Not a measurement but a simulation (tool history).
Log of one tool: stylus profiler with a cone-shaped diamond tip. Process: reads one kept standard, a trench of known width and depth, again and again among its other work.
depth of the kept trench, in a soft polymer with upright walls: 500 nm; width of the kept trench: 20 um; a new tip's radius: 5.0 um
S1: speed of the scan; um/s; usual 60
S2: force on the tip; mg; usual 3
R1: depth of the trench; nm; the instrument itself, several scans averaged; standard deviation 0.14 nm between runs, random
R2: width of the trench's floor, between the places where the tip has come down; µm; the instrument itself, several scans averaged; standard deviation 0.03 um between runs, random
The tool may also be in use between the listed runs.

{"run": 1, "day": 0.0, "S1": 60, "S2": 3, "R1": 502.6, "R2": 14.5}
{"run": 2, "day": 0.417, "S1": 60, "S2": 3, "R1": 502.43, "R2": 14.51}
{"run": 3, "day": 0.788, "S1": 60, "S2": 3, "R1": 502.34, "R2": 14.43}
{"run": 4, "day": 1.058, "S1": 37, "S2": 3, "R1": 502.36, "R2": 14.59}
{"run": 5, "day": 1.488, "S1": 37, "S2": 3, "R1": 502.49, "R2": 14.56}
{"run": 6, "day": 2.117, "S1": 37, "S2": 3, "R1": 502.48, "R2": 14.63}
{"run": 7, "day": 2.592, "S1": 37, "S2": 3, "R1": 502.26, "R2": 14.59}
{"run": 8, "day": 3.229, "S1": 37, "S2": 3, "R1": 502.55, "R2": 14.53}
{"run": 9, "day": 3.575, "S1": 37, "S2": 3, "R1": 502.47, "R2": 14.51}
{"run": 10, "day": 4.138, "S1": 37, "S2": 3, "R1": 502.49, "R2": 14.58}
{"run": 11, "day": 4.792, "S1": 60, "S2": 3, "R1": 502.28, "R2": 14.41}
{"run": 12, "day": 5.179, "S1": 60, "S2": 3, "R1": 502.17, "R2": 14.39}
{"run": 13, "day": 5.65, "S1": 60, "S2": 3, "R1": 502.27, "R2": 14.41}
{"run": 14, "day": 6.138, "S1": 59, "S2": 3, "R1": 502.38, "R2": 14.38}
{"run": 15, "day": 6.554, "S1": 59, "S2": 3, "R1": 502.21, "R2": 14.4}
{"run": 16, "day": 7.079, "S1": 60, "S2": 3, "R1": 502.37, "R2": 14.38}
{"run": 17, "day": 7.725, "S1": 37, "S2": 3, "R1": 502.25, "R2": 14.48}
{"run": 18, "day": 8.242, "S1": 37, "S2": 3, "R1": 502.29, "R2": 14.44}
{"run": 19, "day": 8.758, "S1": 37, "S2": 3, "R1": 502.21, "R2": 14.43}
{"run": 20, "day": 9.112, "S1": 60, "S2": 2.64, "R1": 501.9, "R2": 14.3}
{"run": 21, "day": 9.667, "S1": 60, "S2": 2.64, "R1": 501.81, "R2": 14.26}
{"day": 9.738, "done": "height scale calibrated on a step standard"}
{"run": 22, "day": 10.283, "S1": 24, "S2": 2.39, "R1": 501.3, "R2": 14.43}
{"run": 23, "day": 10.8, "S1": 24, "S2": 2.39, "R1": 501.17, "R2": 14.49}
{"run": 24, "day": 11.371, "S1": 19, "S2": 6.97, "R1": 504.5, "R2": 14.55}
{"run": 25, "day": 11.8, "S1": 29, "S2": 3.38, "R1": 501.84, "R2": 14.45}
{"run": 26, "day": 12.308, "S1": 69, "S2": 4.23, "R1": 502.5, "R2": 14.23}
{"run": 27, "day": 12.708, "S1": 29, "S2": 5.43, "R1": 503.65, "R2": 14.46}
{"day": 13.133, "done": "height scale calibrated on a step standard, once more"}
{"run": 28, "day": 13.271, "S1": 216, "S2": 1.92, "R1": 503.1, "R2": 13.11}
{"run": 29, "day": 13.642, "S1": 216, "S2": 1.92, "R1": 503.04, "R2": 13.11}
{"run": 30, "day": 13.942, "S1": 216, "S2": 1.92, "R1": 502.89, "R2": 13.09}
{"run": 31, "day": 14.6, "S1": 51, "S2": 7.59, "R1": 507.57, "R2": 14.34}
{"run": 32, "day": 14.992, "S1": 60, "S2": 1.39, "R1": 502.45, "R2": 14.06}
{"run": 33, "day": 15.271, "S1": 60, "S2": 1.39, "R1": 502.42, "R2": 13.97}
{"run": 34, "day": 15.883, "S1": 60, "S2": 1.39, "R1": 502.56, "R2": 13.99}
{"run": 35, "day": 16.433, "S1": 115, "S2": 1.98, "R1": 503.21, "R2": 13.77}
{"run": 36, "day": 16.796, "S1": 30, "S2": 5.06, "R1": 505.52, "R2": 14.31}
{"run": 37, "day": 17.083, "S1": 30, "S2": 5.06, "R1": 505.53, "R2": 14.39}
{"run": 38, "day": 17.367, "S1": 76, "S2": 5.06, "R1": 505.79, "R2": 14.17}
{"run": 39, "day": 17.838, "S1": 156, "S2": 3.98, "R1": 504.69, "R2": 13.72}
{"run": 40, "day": 18.138, "S1": 26, "S2": 7.87, "R1": 507.34, "R2": 14.38}

How would selected steps in R1 from run to run divide? Give the signed amount a tool lacking its hidden state would still show from settings, what came in and random variation, and the signed amount left for the hidden state, including any gauge scatter that is not in both of the compared results.
Unlogged tool condition in this case: radius of the tip, um; height scale over the true one, %; drift of the gauge itself on depth_nm, %; drift of the gauge itself on floor_um, %.
Run 21 -> 22: S1 60 -> 24, S2 2.64 -> 2.39, height scale calibrated on a step standard. R1 -0.51 nm: hidden state -0.44, all else -0.07.
Run 23 -> 24: S1 24 -> 19, S2 2.39 -> 6.97. R1 +3.33 nm: hidden state -0.04, all else +3.37.
Run 27 -> 28: S1 29 -> 216, S2 5.43 -> 1.92, height scale calibrated on a step standard, once more. R1 -0.55 nm: hidden state +2.38, all else -2.93.
Run 30 -> 31: S1 216 -> 51, S2 1.92 -> 7.59. R1 +4.68 nm: hidden state -0.01, all else +4.69.
Run 31 -> 32: S1 51 -> 60, S2 7.59 -> 1.39. R1 -5.12 nm: hidden state -0.01, all else -5.11.
